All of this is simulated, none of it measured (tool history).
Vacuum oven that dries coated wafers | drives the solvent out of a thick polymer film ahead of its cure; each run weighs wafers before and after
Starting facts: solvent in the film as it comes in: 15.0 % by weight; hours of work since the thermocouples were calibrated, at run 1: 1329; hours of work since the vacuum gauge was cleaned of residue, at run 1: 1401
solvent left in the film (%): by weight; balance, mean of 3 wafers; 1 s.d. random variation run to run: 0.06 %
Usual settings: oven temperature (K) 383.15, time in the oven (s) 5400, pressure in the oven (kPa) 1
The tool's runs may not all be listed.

run,hour,oven temperature (K),time in the oven (s),pressure in the oven (kPa),hours of work since the thermocouples were calibrated,hours of work since the vacuum gauge was cleaned of residue,solvent left in the film (%)
1,0,383.15,5400,1,1329,1401,3.24
2,63.4,383.15,5400,1,1369,1440,3.16
3,102.1,374.15,5400,1,1394,1465,5.78
# hour 131: vacuum gauge cleaned of residue and calibrated
4,175.2,388.15,5400,1,1439,28,2.06
5,250,388.15,5400,1,1486,75,1.98
6,287.3,383.15,5400,1,1509,98,3.24
7,341.4,383.15,5400,1,1543,132,3.27
8,373.2,383.15,5400,1,1563,152,3.11
# hour 388.6: oven's thermocouples calibrated
9,434.3,383.15,5400,1,29,190,3.25
10,471,383.15,4500,1,52,213,3.88
11,505.2,383.15,4500,1,73,234,4
12,564.7,383.15,4500,1.19,111,272,4.27
13,616.9,383.15,5400,1,144,304,3.35
14,684.8,383.15,5400,1,186,347,3.3
15,728.9,394.15,5400,1,214,375,1.23
16,760.4,394.15,5400,1,234,395,1.18
17,823,383.15,5400,1,273,434,3.34
18,866.1,383.15,6300,1,300,461,2.73
19,935.1,383.15,6300,1,344,505,2.76
20,977.1,383.15,5400,1,370,531,3.22
21,1025.1,383.15,5400,1,401,561,3.25
22,1080.3,383.15,5400,1,435,596,3.19
23,1142.6,383.15,5400,1,474,635,3.25
24,1200.4,383.15,5400,1,511,672,3.27
25,1251.1,383.15,5400,1,543,703,3.15
26,1311.2,380.15,3780,2.95,581,741,6.92
27,1363.2,380.15,3780,2.62,613,774,6.57
28,1414.2,388.15,9120,3.33,645,806,2.78
29,1449.7,380.15,3000,1.79,668,828,6.96
30,1522.3,383.15,3360,1.39,713,874,5.46
31,1556.4,383.15,3360,1.39,735,896,5.49
32,1598,383.15,3360,1.39,761,922,5.47
33,1645.9,383.15,3360,1.39,791,952,5.46
34,1704.5,393.15,3180,1.39,828,989,3.1
35,1740.6,393.15,3180,1.39,851,1011,2.93
36,1775.7,393.15,3180,1.39,873,1034,3.02
37,1842.7,393.15,3180,1.39,915,1076,3.08
38,1904.6,395.15,8640,1,954,1115,0.72
39,1956.2,395.15,8640,1,986,1147,0.69
40,2018.5,395.15,8640,3.81,1026,1186,2.46
41,2056.8,395.15,8640,3.81,1050,1210,2.47
42,2114,376.15,2940,1,1086,1246,7.54
43,2144.3,373.15,4380,0.59,1105,1266,6.42
44,2200.6,374.15,6840,2.14,1140,1301,5.84
45,2270,395.15,3540,1.41,1184,1345,2.24
46,2323.6,369.15,4380,1,1218,1378,7.96
47,2361.2,369.15,4380,1,1241,1402,8.04
48,2396.3,383.15,8040,0.86,1263,1424,1.91

Alternative continuations, all from the tool just after run 48; predict every row:
A,2434.4,374.15,8040,0.86,1287,1448,?
B,2434.4,382.15,4800,3.21,1287,1448,?
C,2434.4,396.15,8760,0.6,1287,1448,?

run,solvent left in the film (%)
A,4.13
B,5.63
C,0.43
With the hidden condition removed and each run's random variation left untouched, the same runs would have given:
run,solvent left in the film (%)
A,4.16
B,5.67
C,0.42
